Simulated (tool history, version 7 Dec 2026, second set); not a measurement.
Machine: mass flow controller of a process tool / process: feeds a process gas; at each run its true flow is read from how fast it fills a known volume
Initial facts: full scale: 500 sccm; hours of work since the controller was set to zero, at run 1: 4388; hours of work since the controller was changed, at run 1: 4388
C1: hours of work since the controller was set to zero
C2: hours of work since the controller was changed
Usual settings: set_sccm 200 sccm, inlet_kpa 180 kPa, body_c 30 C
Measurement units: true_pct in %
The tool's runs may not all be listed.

Run 1, hour 0: usual settings; C1 4388; C2 4388. Result: true_pct 97.66 %.
Run 2, hour 161.8: usual settings; C1 4464; C2 4464. Result: true_pct 97.66 %.
Run 3, hour 440.9: usual settings; C1 4596; C2 4596. Result: true_pct 97.56 %.
Run 4, hour 717.4: usual settings but set_sccm 53 sccm; C1 4726; C2 4726. Result: true_pct 94.1 %.
Run 5, hour 928.2: usual settings but set_sccm 53 sccm; C1 4825; C2 4825. Result: true_pct 94.06 %.
Run 6, hour 1156.9: usual settings but set_sccm 53 sccm; C1 4932; C2 4932. Result: true_pct 94.12 %.
Run 7, hour 1475.1: usual settings but set_sccm 120 sccm; C1 5082; C2 5082. Result: true_pct 96.63 %.
Run 8, hour 1631.9: usual settings but set_sccm 120 sccm; C1 5156; C2 5156. Result: true_pct 96.45 %.
Run 9, hour 1928.6: usual settings but set_sccm 120 sccm; C1 5295; C2 5295. Result: true_pct 96.54 %.
Run 10, hour 2145.3: usual settings but set_sccm 120 sccm; C1 5397; C2 5397. Result: true_pct 96.52 %.
Run 11, hour 2424: usual settings but set_sccm 120 sccm; C1 5528; C2 5528. Result: true_pct 96.34 %.
Run 12, hour 2634.2: usual settings but set_sccm 459 sccm; C1 5627; C2 5627. Result: true_pct 100 %.
Run 13, hour 2879.9: usual settings but set_sccm 459 sccm; C1 5743; C2 5743. Result: true_pct 99.95 %.
At hour 2903.3: controller's zero set anew.
Run 14, hour 3152.5: usual settings but set_sccm 459 sccm; C1 117; C2 5871. Result: true_pct 99.86 %.
Run 15, hour 3316.4: usual settings but set_sccm 459 sccm; C1 194; C2 5948. Result: true_pct 99.83 %.
Run 16, hour 3577.3: usual settings but set_sccm 112 sccm, inlet_kpa 207 kPa, body_c 24 C; C1 317; C2 6071. Result: true_pct 96.36 %.
Run 17, hour 3731.2: usual settings but set_sccm 65 sccm, inlet_kpa 154 kPa, body_c 24 C; C1 389; C2 6143. Result: true_pct 94.01 %.
At hour 3817.8: controller's zero set anew, once more.
Run 18, hour 4036.8: usual settings but set_sccm 372 sccm, inlet_kpa 245 kPa, body_c 24 C; C1 103; C2 6286. Result: true_pct 100.41 %.
Run 19, hour 4200.9: usual settings but set_sccm 138 sccm, inlet_kpa 261 kPa, body_c 34 C; C1 180; C2 6364. Result: true_pct 98.56 %.
Run 20, hour 4393.5: usual settings but set_sccm 138 sccm, inlet_kpa 261 kPa, body_c 34 C; C1 271; C2 6454. Result: true_pct 98.54 %.
Run 21, hour 4561: usual settings but set_sccm 134 sccm, inlet_kpa 171 kPa, body_c 27 C; C1 350; C2 6533. Result: true_pct 98.46 %.
Run 22, hour 4843.5: usual settings but body_c 32 C; C1 482; C2 6666. Result: true_pct 98.78 %.
Run 23, hour 5045.3: usual settings but set_sccm 169 sccm, inlet_kpa 216 kPa, body_c 28 C; C1 577; C2 6761. Result: true_pct 98.86 %.
Run 24, hour 5342.9: usual settings but set_sccm 169 sccm, inlet_kpa 216 kPa, body_c 34 C; C1 717; C2 6901. Result: true_pct 98.44 %.
Run 25, hour 5584: usual settings but set_sccm 123 sccm, inlet_kpa 182 kPa, body_c 21 C; C1 831; C2 7014. Result: true_pct 98.61 %.
Run 26, hour 5784.1: usual settings but set_sccm 277 sccm, inlet_kpa 274 kPa, body_c 31 C; C1 925; C2 7108. Result: true_pct 99.72 %.
Run 27, hour 6045.3: usual settings but set_sccm 277 sccm, inlet_kpa 274 kPa, body_c 27 C; C1 1048; C2 7231. Result: true_pct 99.94 %.
Run 28, hour 6254.4: usual settings but set_sccm 208 sccm, inlet_kpa 204 kPa; C1 1146; C2 7330. Result: true_pct 99.04 %.
Run 29, hour 6572.9: usual settings but set_sccm 144 sccm, inlet_kpa 245 kPa, body_c 22 C; C1 1296; C2 7479. Result: true_pct 98.99 %.

Take each entry between the runs: how does the hidden state at the last listed run before it differ from the hidden state at the first listed run after it?
Run 13 -> run 14: controller's zero set anew (hour 2903.3)
  flow at rest that the sensor doesn't see, % of full scale: -0.437 -> -0.522; true flow over the shown one, %: 1 -> 1.03
  measured less the result without the state, true_pct: +0.53 -> +0.47 %
Run 17 -> run 18: controller's zero set anew, once more (hour 3817.8)
  flow at rest that the sensor doesn't see, % of full scale: -0.541 -> -0.029; true flow over the shown one, %: 1.09 -> 1.12
  measured less the result without the state, true_pct: -3.07 -> +1.08 %
